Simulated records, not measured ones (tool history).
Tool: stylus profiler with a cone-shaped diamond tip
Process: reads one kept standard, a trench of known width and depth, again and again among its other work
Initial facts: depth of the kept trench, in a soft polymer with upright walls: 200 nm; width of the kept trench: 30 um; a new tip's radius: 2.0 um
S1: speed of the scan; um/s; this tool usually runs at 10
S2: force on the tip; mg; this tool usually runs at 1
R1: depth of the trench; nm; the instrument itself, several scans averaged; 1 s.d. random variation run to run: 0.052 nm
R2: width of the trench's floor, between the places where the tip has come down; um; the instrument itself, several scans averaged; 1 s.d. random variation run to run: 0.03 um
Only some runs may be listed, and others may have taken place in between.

| run | hour | S1 | S2 | R1 | R2 |
|---|---|---|---|---|---|
| 1 | 0 | 10 | 1 | 201.07 | 28.22 |
| 2 | 19.6 | 10 | 1 | 201.08 | 28.17 |
| 3 | 35.6 | 5 | 1 | 201.02 | 28.26 |
| 4 | 57 | 5 | 1 | 201 | 28.2 |
| 5 | 88.5 | 17 | 1 | 201.04 | 28.09 |
| 6 | 113.5 | 4 | 1 | 201.05 | 28.26 |
| 7 | 148.5 | 10 | 1 | 201.1 | 28.17 |
| 8 | 167.5 | 10 | 1 | 201.15 | 28.15 |
| 9 | 189.5 | 10 | 1 | 201 | 28.15 |
| 10 | 225.4 | 10 | 1 | 201.13 | 28.21 |
| 11 | 256 | 10 | 1 | 201.18 | 28.15 |
| 12 | 280.9 | 10 | 1 | 201.13 | 28.17 |
| 13 | 313.9 | 10 | 2.73 | 202.19 | 28.17 |
| 14 | 342.3 | 10 | 2.73 | 202.17 | 28.23 |
| 15 | 358.7 | 10 | 2.73 | 202.09 | 28.22 |
| 16 | 385.6 | 6 | 1 | 201.09 | 28.17 |
| 17 | 417.6 | 6 | 1 | 201.14 | 28.17 |
| 18 | 447 | 6 | 1 | 201.1 | 28.23 |
| 19 | 466.3 | 6 | 1 | 201.02 | 28.17 |
| 20 | 487.5 | 6 | 1 | 201.16 | 28.2 |
| 21 | 511.6 | 9 | 1 | 201.11 | 28.16 |
| 22 | 534.1 | 9 | 1 | 201.05 | 28.15 |
|  | 544.3 | height scale calibrated on a step standard |
| 23 | 557 | 10 | 0.48 | 200.63 | 28.1 |
| 24 | 582.6 | 2 | 0.68 | 200.79 | 28.18 |
| 25 | 611 | 26 | 2.01 | 201.67 | 28.07 |
| 26 | 641 | 3 | 0.78 | 200.98 | 28.2 |
| 27 | 661.8 | 6 | 0.8 | 200.93 | 28.22 |
| 28 | 689 | 27 | 1.67 | 201.56 | 28.1 |
| 29 | 717.1 | 2 | 1.24 | 201.31 | 28.24 |
| 30 | 735 | 2 | 1.24 | 201.27 | 28.25 |
| 31 | 766.7 | 5 | 0.47 | 200.68 | 28.22 |
| 32 | 791 | 3 | 1.3 | 201.33 | 28.23 |
| 33 | 823.8 | 5 | 1.57 | 201.53 | 28.17 |
| 34 | 848.8 | 5 | 1.57 | 201.5 | 28.22 |
| 35 | 868.8 | 5 | 1.57 | 201.42 | 28.22 |
| 36 | 892.4 | 2 | 2.69 | 202.17 | 28.19 |
| 37 | 924.5 | 2 | 2.69 | 202.08 | 28.23 |
| 38 | 951.5 | 10 | 0.84 | 200.92 | 28.13 |
| 39 | 971.8 | 3 | 1 | 201.14 | 28.2 |
| 40 | 990.7 | 3 | 1 | 201.09 | 28.23 |
| 41 | 1015.7 | 2 | 2.55 | 201.99 | 28.22 |
| 42 | 1043.1 | 2 | 2.55 | 201.96 | 28.23 |
| 43 | 1078.3 | 9 | 1.19 | 201.11 | 28.2 |
| 44 | 1100.2 | 10 | 0.93 | 200.99 | 28.19 |
| 45 | 1132.7 | 6 | 0.66 | 200.81 | 28.17 |

Here are 3 independent what-if runs from the current tool condition. What would each one return?
| A | 1150.2 | 7 | 0.66 | ? | ? |
| B | 1150.2 | 15 | 1 | ? | ? |
| C | 1150.2 | 5 | 1.49 | ? | ? |

| run | R1 | R2 |
|---|---|---|
| A | 200.89 | 28.18 |
| B | 201.05 | 28.07 |
| C | 201.47 | 28.19 |
The same runs, with their run-to-run variation unchanged, on a tool lacking any hidden condition would have given:
| run | R1 | R2 |
|---|---|---|
| A | 200.89 | 28.2 |
| B | 201.04 | 28.09 |
| C | 201.46 | 28.21 |
